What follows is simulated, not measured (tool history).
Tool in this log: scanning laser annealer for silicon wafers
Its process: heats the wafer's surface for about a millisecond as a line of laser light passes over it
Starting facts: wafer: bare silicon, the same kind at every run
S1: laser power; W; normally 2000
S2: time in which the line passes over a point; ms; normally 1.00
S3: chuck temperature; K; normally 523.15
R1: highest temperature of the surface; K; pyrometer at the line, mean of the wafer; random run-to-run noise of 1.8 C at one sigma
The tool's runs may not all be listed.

run 1 hour=0.0 | S1=2000 S2=1.00 S3=523.15 | R1=1318.15
run 2 hour=5.7 | S1=2000 S2=1.00 S3=523.15 | R1=1316.15
run 3 hour=16.5 | S1=2000 S2=1.00 S3=523.15 | R1=1315.15
run 4 hour=23.3 | S1=2000 S2=1.00 S3=523.15 | R1=1317.15
run 5 hour=30.6 | S1=2000 S2=1.00 S3=523.15 | R1=1315.15
run 6 hour=38.5 | S1=2000 S2=1.00 S3=523.15 | R1=1314.15
run 7 hour=48.7 | S1=2000 S2=1.00 S3=523.15 | R1=1314.15
run 8 hour=58.7 | S1=2087 S2=1.00 S3=490.15 | R1=1319.15
run 9 hour=64.0 | S1=1767 S2=0.76 S3=529.15 | R1=1115.15
run 10 hour=75.5 | S1=1734 S2=0.85 S3=562.15 | R1=1179.15
run 11 hour=83.4 | S1=2115 S2=0.88 S3=511.15 | R1=1290.15
run 12 hour=95.3 | S1=2115 S2=1.09 S3=511.15 | R1=1400.15
run 13 hour=103.0 | S1=2041 S2=1.18 S3=514.15 | R1=1405.15
run 14 hour=108.5 | S1=2001 S2=1.18 S3=485.15 | R1=1362.15

Here are 4 independent what-if runs from the current tool condition. What would each one return?
run A hour=117.1 | S1=1794 S2=1.18 S3=550.15 | R1=?
run B hour=117.1 | S1=2008 S2=1.18 S3=516.15 | R1=?
run C hour=117.1 | S1=1937 S2=1.00 S3=492.15 | R1=?
run D hour=117.1 | S1=2001 S2=0.87 S3=485.15 | R1=?

run=A R1=1329.15
run=B R1=1394.15
run=C R1=1259.15
run=D R1=1215.15
With the hidden condition removed and each run's random variation left untouched, the same runs would have given:
run=A R1=1329.15
run=B R1=1394.15
run=C R1=1259.15
run=D R1=1215.15

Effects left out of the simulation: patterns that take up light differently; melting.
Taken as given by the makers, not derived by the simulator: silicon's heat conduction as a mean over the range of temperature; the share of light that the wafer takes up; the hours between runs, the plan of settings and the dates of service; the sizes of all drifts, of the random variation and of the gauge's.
